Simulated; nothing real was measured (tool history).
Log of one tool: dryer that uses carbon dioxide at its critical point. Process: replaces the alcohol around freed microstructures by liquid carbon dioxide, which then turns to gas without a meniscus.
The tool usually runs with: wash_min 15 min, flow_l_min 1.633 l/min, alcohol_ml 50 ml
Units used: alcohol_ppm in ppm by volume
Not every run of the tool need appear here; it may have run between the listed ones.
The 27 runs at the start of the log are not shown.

run    hour  wash_min  flow_l_min  alcohol_ml  alcohol_ppm
 28  1004.8        21        1.31          85           85
 29    1031        21        1.31          85          100
 30  1075.6        21        1.31          85           90
 31    1100        21        1.79          27           27
 32    1131        21       1.633          37           28
 33  1171.2        21       1.633          37           26
 34  1214.8        15        1.01          66          924
 35  1235.6        15        1.01          66          940
     1279.4  -- inlet filter changed
 36  1283.6        15        2.69          45           33
 37  1330.9        12        1.67          50          191
 38  1364.3        12        1.67          50          206
 39  1400.3        12        1.67          50          195
 40    1448        12        1.67          50          212
 41  1486.1        13        1.77          68          175

What if the next run were any one of these 4? Each begins from the tool's condition after run 41:
  A  1529.2        13        1.04          68            ?
  B  1529.2        15        2.44          50            ?
  C  1529.2        10        1.71          86            ?
  D  1529.2        13        2.29          50            ?

run  alcohol_ppm
  A         1128
  B           44
  C          632
  D           74
The same runs, with their run-to-run variation unchanged, on a tool lacking any hidden condition would have given:
run  alcohol_ppm
  A          932
  B            2
  C          485
  D           26
